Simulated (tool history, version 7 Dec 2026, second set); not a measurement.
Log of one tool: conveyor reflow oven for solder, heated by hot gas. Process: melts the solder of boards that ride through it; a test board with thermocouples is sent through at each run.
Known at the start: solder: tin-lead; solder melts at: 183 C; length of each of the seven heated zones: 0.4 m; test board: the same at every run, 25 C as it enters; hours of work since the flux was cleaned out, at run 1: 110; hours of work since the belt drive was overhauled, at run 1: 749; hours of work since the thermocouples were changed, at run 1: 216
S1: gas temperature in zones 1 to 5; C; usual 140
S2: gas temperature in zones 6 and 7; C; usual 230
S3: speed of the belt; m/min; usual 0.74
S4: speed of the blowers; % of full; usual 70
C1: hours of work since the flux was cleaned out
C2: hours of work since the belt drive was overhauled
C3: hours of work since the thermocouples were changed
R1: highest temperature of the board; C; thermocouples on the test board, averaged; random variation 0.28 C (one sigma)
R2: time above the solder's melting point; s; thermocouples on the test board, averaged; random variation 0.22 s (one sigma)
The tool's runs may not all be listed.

{"run": 1, "hour": 0.0, "S1": 140, "S2": 230, "S3": 0.74, "S4": 70, "C1": 110, "C2": 749, "C3": 216, "R1": 214.3, "R2": 47.5}
{"run": 2, "hour": 43.6, "S1": 140, "S2": 230, "S3": 0.74, "S4": 77, "C1": 139, "C2": 777, "C3": 245, "R1": 215.1, "R2": 48.5}
{"run": 3, "hour": 119.6, "S1": 140, "S2": 221, "S3": 0.74, "S4": 77, "C1": 188, "C2": 826, "C3": 294, "R1": 207.4, "R2": 42.5}
{"run": 4, "hour": 174.5, "S1": 140, "S2": 221, "S3": 0.74, "S4": 77, "C1": 224, "C2": 862, "C3": 330, "R1": 207.8, "R2": 42.8}
{"run": 5, "hour": 246.4, "S1": 140, "S2": 221, "S3": 0.74, "S4": 77, "C1": 270, "C2": 908, "C3": 376, "R1": 206.6, "R2": 42.4}
{"hour": 263.2, "done": "belt drive overhauled, speed set with a stopwatch"}
{"run": 6, "hour": 302.9, "S1": 140, "S2": 221, "S3": 0.74, "S4": 77, "C1": 304, "C2": 26, "C3": 410, "R1": 205.8, "R2": 41.1}
{"run": 7, "hour": 365.3, "S1": 140, "S2": 221, "S3": 0.74, "S4": 77, "C1": 345, "C2": 66, "C3": 451, "R1": 206.3, "R2": 40.4}
{"hour": 424.8, "done": "flux residue cleaned out of gas plates and filters"}
{"run": 8, "hour": 456.0, "S1": 140, "S2": 238, "S3": 0.74, "S4": 70, "C1": 20, "C2": 122, "C3": 506, "R1": 221.7, "R2": 51.7}
{"run": 9, "hour": 536.6, "S1": 140, "S2": 238, "S3": 0.832, "S4": 70, "C1": 72, "C2": 174, "C3": 559, "R1": 217.3, "R2": 43.4}
{"run": 10, "hour": 577.0, "S1": 140, "S2": 230, "S3": 0.74, "S4": 70, "C1": 99, "C2": 200, "C3": 585, "R1": 213.8, "R2": 46.9}
{"run": 11, "hour": 635.9, "S1": 140, "S2": 230, "S3": 0.592, "S4": 70, "C1": 137, "C2": 239, "C3": 623, "R1": 220.4, "R2": 65.2}
{"run": 12, "hour": 716.9, "S1": 140, "S2": 230, "S3": 0.74, "S4": 70, "C1": 189, "C2": 291, "C3": 676, "R1": 213.3, "R2": 46.7}
{"run": 13, "hour": 772.8, "S1": 140, "S2": 230, "S3": 0.74, "S4": 70, "C1": 226, "C2": 327, "C3": 712, "R1": 213.4, "R2": 46.6}
{"run": 14, "hour": 825.2, "S1": 138, "S2": 230, "S3": 0.74, "S4": 70, "C1": 260, "C2": 361, "C3": 746, "R1": 213.5, "R2": 45.4}
{"run": 15, "hour": 909.2, "S1": 138, "S2": 230, "S3": 0.74, "S4": 70, "C1": 314, "C2": 416, "C3": 800, "R1": 213.2, "R2": 45.1}
{"run": 16, "hour": 963.5, "S1": 140, "S2": 230, "S3": 0.765, "S4": 50, "C1": 349, "C2": 451, "C3": 836, "R1": 204.7, "R2": 35.4}
{"hour": 1013.2, "done": "flux residue cleaned out of gas plates and filters"}
{"run": 17, "hour": 1020.1, "S1": 131, "S2": 230, "S3": 0.651, "S4": 50, "C1": 4, "C2": 485, "C3": 869, "R1": 211.3, "R2": 47.6}
{"run": 18, "hour": 1095.6, "S1": 131, "S2": 230, "S3": 0.608, "S4": 50, "C1": 53, "C2": 534, "C3": 918, "R1": 213.2, "R2": 53.4}
{"run": 19, "hour": 1141.9, "S1": 135, "S2": 233, "S3": 0.78, "S4": 80, "C1": 84, "C2": 564, "C3": 948, "R1": 218.3, "R2": 46}
{"run": 20, "hour": 1218.9, "S1": 131, "S2": 222, "S3": 0.78, "S4": 80, "C1": 133, "C2": 614, "C3": 998, "R1": 207.1, "R2": 37.2}
{"run": 21, "hour": 1278.4, "S1": 153, "S2": 230, "S3": 0.74, "S4": 86, "C1": 172, "C2": 652, "C3": 1037, "R1": 220, "R2": 56.8}
{"run": 22, "hour": 1347.2, "S1": 153, "S2": 230, "S3": 0.74, "S4": 86, "C1": 217, "C2": 697, "C3": 1081, "R1": 220.3, "R2": 56.6}
{"run": 23, "hour": 1414.1, "S1": 155, "S2": 241, "S3": 0.846, "S4": 82, "C1": 260, "C2": 740, "C3": 1125, "R1": 224.6, "R2": 51.7}
{"run": 24, "hour": 1450.3, "S1": 140, "S2": 226, "S3": 0.74, "S4": 89, "C1": 284, "C2": 764, "C3": 1148, "R1": 215.1, "R2": 48.8}
{"run": 25, "hour": 1492.3, "S1": 140, "S2": 228, "S3": 0.74, "S4": 89, "C1": 311, "C2": 791, "C3": 1175, "R1": 216.3, "R2": 49.8}
{"run": 26, "hour": 1543.2, "S1": 125, "S2": 228, "S3": 0.74, "S4": 66, "C1": 344, "C2": 824, "C3": 1209, "R1": 207.7, "R2": 37.6}
{"hour": 1601.5, "done": "flux residue cleaned out of gas plates and filters"}
{"run": 27, "hour": 1613.4, "S1": 147, "S2": 226, "S3": 0.74, "S4": 58, "C1": 8, "C2": 866, "C3": 1251, "R1": 210.4, "R2": 46.6}
{"hour": 1693.4, "done": "belt drive overhauled, speed set with a stopwatch"}
{"run": 28, "hour": 1693.4, "S1": 138, "S2": 226, "S3": 0.74, "S4": 58, "C1": 57, "C2": 0, "C3": 1300, "R1": 207.3, "R2": 40.1}
{"run": 29, "hour": 1743.5, "S1": 146, "S2": 226, "S3": 0.74, "S4": 63, "C1": 90, "C2": 32, "C3": 1333, "R1": 211.1, "R2": 45.8}
{"run": 30, "hour": 1784.2, "S1": 139, "S2": 240, "S3": 0.853, "S4": 77, "C1": 116, "C2": 59, "C3": 1359, "R1": 219.8, "R2": 43.6}

Forecast each of these 4 alternatives for the next run:
{"run": "A", "hour": 1866.4, "S1": 126, "S2": 227, "S3": 0.679, "S4": 70, "C1": 169, "C2": 112, "C3": 1412, "R1": "?", "R2": "?"}
{"run": "B", "hour": 1866.4, "S1": 145, "S2": 230, "S3": 0.74, "S4": 68, "C1": 169, "C2": 112, "C3": 1412, "R1": "?", "R2": "?"}
{"run": "C", "hour": 1866.4, "S1": 141, "S2": 240, "S3": 0.853, "S4": 77, "C1": 169, "C2": 112, "C3": 1412, "R1": "?", "R2": "?"}
{"run": "D", "hour": 1866.4, "S1": 139, "S2": 223, "S3": 0.853, "S4": 86, "C1": 169, "C2": 112, "C3": 1412, "R1": "?", "R2": "?"}

run=A R1=212 R2=46.1
run=B R1=215.4 R2=49.2
run=C R1=220.3 R2=43.8
run=D R1=208.3 R2=35.9
Without the tool's hidden state the same runs would have given:
run=A R1=211.1 R2=45.7
run=B R1=214.5 R2=48.8
run=C R1=219.9 R2=43.6
run=D R1=207.7 R2=35.8
